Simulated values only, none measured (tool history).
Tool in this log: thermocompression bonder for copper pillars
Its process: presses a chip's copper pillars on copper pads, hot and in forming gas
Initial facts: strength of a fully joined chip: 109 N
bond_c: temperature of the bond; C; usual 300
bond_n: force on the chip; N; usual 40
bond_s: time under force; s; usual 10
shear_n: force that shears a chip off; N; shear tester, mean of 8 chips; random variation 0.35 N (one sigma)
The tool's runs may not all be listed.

run   hour  bond_c  bond_n  bond_s  shear_n
  1      0     300      40      10     43.6
  2   15.7     300      40      10     42.9
  3   23.7     300      40      10     42.8
  4     39     304      40      10     43.6
  5   46.5     304      40      10     44.3
  6   58.3     300      40      10     42.1
  7   74.8     300      40      10     42.3
  8   88.4     300      40      10     41.8
  9   98.2     300      40      10     41.7
 10  110.7     300      40      10     42.1
 11  127.8     300      40      10     41.3
 12  140.7     302      40      10     42.2
 13  149.3     302      27      10     33.3
 14    165     302      27      10     32.2
 15  180.4     302      37      15     45.7
     188.5  -- forming gas filter changed
 16  189.6     302      39      18     54.5
 17  205.2     302      39      18     54.5
 18  212.3     308      39       7     39.9
 19    229     308      39       7     39.1
 20  240.6     308      39       7     39.6
 21  253.9     308      39       7     39.2
 22  261.4     329      26      10     41.6
 23  275.7     283      54       7     38.3
 24    290     270      32      21     38.4
 25  298.9     270      32      21     37.6
 26  313.7     270      32      11     29.3
 27  320.7     273      33      12     31.4
 28  330.6     312      26      22     47.7

Branching from run 28: 5 alternative next runs. What would each branch give?
  A  341.3     300      37      20        ?
  B  341.3     306      44       8        ?
  C  341.3     316      28       6        ?
  D  341.3     312      32      23        ?
  E  341.3     273      26      22        ?

run  shear_n
  A     51.1
  B     42.4
  C     30.6
  D     53.8
  E     34.2
Take away the tool's hidden state, keep each run's random variation, and the runs would have read:
run  shear_n
  A     52.4
  B     43.3
  C     31.2
  D     55.3
  E     34.8
